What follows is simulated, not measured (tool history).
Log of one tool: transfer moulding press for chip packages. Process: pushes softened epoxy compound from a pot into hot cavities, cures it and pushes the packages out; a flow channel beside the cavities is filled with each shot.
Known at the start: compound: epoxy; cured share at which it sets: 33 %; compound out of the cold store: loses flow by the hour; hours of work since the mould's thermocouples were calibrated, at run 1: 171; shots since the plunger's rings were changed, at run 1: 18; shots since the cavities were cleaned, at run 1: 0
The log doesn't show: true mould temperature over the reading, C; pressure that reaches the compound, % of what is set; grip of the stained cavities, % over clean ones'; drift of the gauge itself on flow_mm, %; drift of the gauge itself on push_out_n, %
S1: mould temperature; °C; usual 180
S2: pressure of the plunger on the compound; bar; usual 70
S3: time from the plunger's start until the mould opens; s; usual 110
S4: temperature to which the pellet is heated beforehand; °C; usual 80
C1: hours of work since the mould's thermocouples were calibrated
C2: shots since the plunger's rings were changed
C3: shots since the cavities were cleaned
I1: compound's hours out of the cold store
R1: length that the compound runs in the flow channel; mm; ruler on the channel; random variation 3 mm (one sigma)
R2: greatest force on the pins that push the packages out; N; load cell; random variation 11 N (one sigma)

run     day   S1    S2   S3  S4   C1    C2   C3    I1   R1   R2
  1       0  180    70  110  80  171    18    0  27.1  609  516
  2   0.729  180  52.5  110  80  183   212  194    32  517  610
  3   1.417  180  78.5  110  80  195   394  376  41.3  598  653
      2.533  -- cavities cleaned with cleaning compound and waxed
  4   2.746  180  78.5  110  80  216   732   58  40.2  609  532
  5   3.754  180    70  110  80  233   999  325   9.7  666  670
  6   4.538  180    70  110  80  247  1207  533  36.8  576  713
      5.062  -- cavities cleaned with cleaning compound and waxed
  7   5.454  180  59.6  110  80  261  1434  104  42.7  516  541
  8   6.692  180  59.6  110  80  282  1763  433  30.8  544  647
      7.533  -- cavities cleaned with cleaning compound and waxed
  9   7.775  180  59.6  110  80  299  2033   63  20.2  576  501
 10   8.775  180  59.6  110  80  316  2299  329  15.8  586  653
     10.025  -- cavities cleaned with cleaning compound and waxed
 11  10.083  180    70  110  80  337  2631   16  11.8  643  509
 12  10.883  180    70  110  80  351  2842  227   9.5  652  622
 13  12.362  180    70  110  80  376  3235  620  28.3  587  711
     12.525  -- cavities cleaned with cleaning compound and waxed
 14  13.358  180    70  110  80  392  3483  221  38.6  559  588
 15  14.704  180    70  110  80  414  3841  579  21.1  604  703

Forecast run 16:
     15.067  -- cavities cleaned with cleaning compound and waxed
 16  16.179  180  57.1  110  75  438  4217  297  35.4   ?   ?

{"run 16": {"R1": 506, "R2": 621}}
Without the tool's hidden state the same run would have given R1 534 mm, R2 485 N.
